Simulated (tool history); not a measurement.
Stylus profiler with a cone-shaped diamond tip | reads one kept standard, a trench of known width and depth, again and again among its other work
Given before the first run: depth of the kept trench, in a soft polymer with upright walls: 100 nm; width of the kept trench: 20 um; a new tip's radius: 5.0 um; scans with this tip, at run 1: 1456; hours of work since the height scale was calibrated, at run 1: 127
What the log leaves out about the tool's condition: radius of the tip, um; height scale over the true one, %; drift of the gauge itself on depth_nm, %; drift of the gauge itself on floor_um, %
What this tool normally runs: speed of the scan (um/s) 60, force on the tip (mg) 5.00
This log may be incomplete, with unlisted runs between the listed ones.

run,hour,speed of the scan (um/s),force on the tip (mg),scans with this tip,hours of work since the height scale was calibrated,depth of the trench (angstrom),width of the trench's floor (nm)
1,0.0,60,5.00,1456,127,1023.6,17390
2,6.8,60,4.76,1508,131,1023.5,17300
3,16.5,60,5.00,1582,138,1024.0,17340
4,23.7,60,5.00,1637,142,1024.1,17340
5,35.0,60,5.00,1723,150,1024.1,17380
6,51.5,60,5.00,1850,161,1024.0,17360
7,63.1,121,5.00,1939,168,1024.2,17030
8,77.0,121,5.00,2045,178,1023.6,16950
9,86.5,121,5.00,2118,184,1024.7,17000
10,96.9,121,5.00,2197,191,1024.1,16960
11,108.7,102,5.00,2288,199,1023.8,17000
12,120.8,102,5.00,2380,207,1025.2,16970
13,133.2,102,5.00,2475,215,1025.0,17030
14,143.5,60,11.57,2554,222,1042.4,17240
15,153.0,197,5.00,2627,228,1024.4,16550
16,160.9,197,5.00,2687,234,1024.7,16530
17,177.7,197,5.00,2816,245,1024.9,16510
18,185.9,197,5.00,2878,250,1024.3,16460
19,194.6,197,5.00,2946,256,1023.6,16440
20,202.6,197,5.00,3006,261,1024.5,16470
21,212.6,197,5.00,3083,268,1025.2,16450
22,229.1,197,5.00,3209,279,1024.3,16400
23,241.0,104,5.00,3301,287,1024.5,16800
# hour 242.6: height scale calibrated on a step standard
24,248.6,104,5.00,3355,4,1024.5,16760
25,261.3,66,12.59,3452,12,1045.2,17050
26,274.9,66,12.59,3556,21,1045.5,16990
# hour 290.3: height scale calibrated on a step standard, once more
27,292.1,141,12.23,3684,1,1042.4,16800
28,299.9,64,4.90,3744,6,1023.7,16930
29,309.3,95,1.78,3816,13,1012.1,16500
30,316.5,132,2.53,3871,17,1014.5,16350
31,328.4,132,2.53,3962,25,1014.4,16300
32,336.4,118,4.10,4023,31,1019.5,16570
33,347.8,100,13.29,4110,38,1045.6,16860
34,357.7,129,6.43,4186,45,1027.3,16590
35,366.1,129,6.43,4250,50,1028.0,16590
36,377.9,129,6.43,4340,58,1028.9,16540
37,394.2,47,12.74,4465,69,1044.4,16930
38,401.6,47,12.74,4522,74,1043.7,16900
39,409.2,47,12.74,4580,79,1044.3,16900
40,421.1,28,5.00,4671,87,1023.6,16850
41,435.4,28,5.00,4780,97,1023.8,16860
42,444.8,200,5.00,4853,103,1024.8,16070
43,452.3,200,5.00,4910,108,1024.8,16040
44,466.5,196,4.42,5019,117,1022.0,15990
45,482.7,196,4.42,5142,128,1021.6,16000
46,494.0,31,1.96,5229,136,1013.4,16690

For each run, the measured value with the value that run would have given without the tool's hidden condition subtracted. The run-to-run variation is shared by both, the gauge scatter possibly not:
run,depth of the trench (angstrom),width of the trench's floor (nm)
1,+0.7,-340
2,+0.8,-350
3,+0.7,-370
4,+0.8,-380
5,+0.9,-390
6,+0.9,-430
7,+1.0,-450
8,+0.9,-480
9,+1.1,-490
10,+1.0,-510
11,+1.1,-530
12,+1.1,-550
13,+1.2,-570
14,+1.2,-590
15,+1.2,-600
16,+1.2,-620
17,+1.3,-640
18,+1.4,-650
19,+1.3,-670
20,+1.4,-690
21,+1.4,-700
22,+1.5,-730
23,+1.5,-750
24,+1.6,-750
25,+1.8,-780
26,+1.8,-800
27,+0.3,-820
28,+0.3,-830
29,+0.4,-850
30,+0.4,-870
31,+0.4,-880
32,+0.4,-890
33,+0.6,-910
34,+0.6,-920
35,+0.6,-930
36,+0.6,-950
37,+0.7,-970
38,+0.7,-970
39,+0.7,-980
40,+0.8,-1000
41,+0.8,-1030
42,+0.8,-1040
43,+0.9,-1050
44,+0.9,-1070
45,+0.9,-1090
46,+0.9,-1110
